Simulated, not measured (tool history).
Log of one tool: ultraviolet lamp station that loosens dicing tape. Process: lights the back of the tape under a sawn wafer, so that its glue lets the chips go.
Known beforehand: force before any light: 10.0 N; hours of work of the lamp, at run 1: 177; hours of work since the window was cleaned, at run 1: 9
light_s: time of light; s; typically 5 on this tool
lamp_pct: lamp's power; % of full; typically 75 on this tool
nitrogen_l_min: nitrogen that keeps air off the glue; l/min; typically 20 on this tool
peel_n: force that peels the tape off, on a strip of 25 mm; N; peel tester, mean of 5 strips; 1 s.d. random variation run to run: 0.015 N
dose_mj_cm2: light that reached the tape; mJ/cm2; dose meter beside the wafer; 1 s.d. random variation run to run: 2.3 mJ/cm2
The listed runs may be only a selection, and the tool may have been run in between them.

run	hour	light_s	lamp_pct	nitrogen_l_min	hours of work of the lamp	hours of work since the window was cleaned	peel_n	dose_mj_cm2
1	0	5	75	20	177	9	0.923	214
2	50.4	5	86	20	205	37	0.674	243
3	127.9	5	86	20	247	80	0.719	242
4	219.8	5	75	20	298	130	1.01	199
5	261.7	5	75	20	321	154	1.097	196
6	339.9	5	75	8	364	197	2.067	191
7	409.4	5	75	8	403	235	2.128	182
8	465.9	5	75	8	434	266	2.226	185
9	562	5	75	8	487	319	2.344	175
# hour 569.3: window cleaned of glue's vapour
10	621.4	5	75	20	520	29	1.561	164
11	687.1	5	75	20	556	65	1.667	158
12	729	6	65	10	579	88	2.218	157
13	810.2	6	65	10	624	133	2.427	158
# hour 829.9: window cleaned of glue's vapour, once more
14	874.1	4	89	20	659	24	1.588	167
15	961.4	4	89	20	707	73	1.64	159
16	1057.4	4	89	20	760	126	1.807	150

Estimate the outcome of run 17 from the log above:
17	1102.9	9	75	9	785	151	?	?

{"run 17": {"peel_n": 0.92, "dose_mj_cm2": 281}}
On a tool with no hidden condition, and with the same random variation, this run would have come out at peel_n 0.358 N, dose_mj_cm2 433 mJ/cm2.
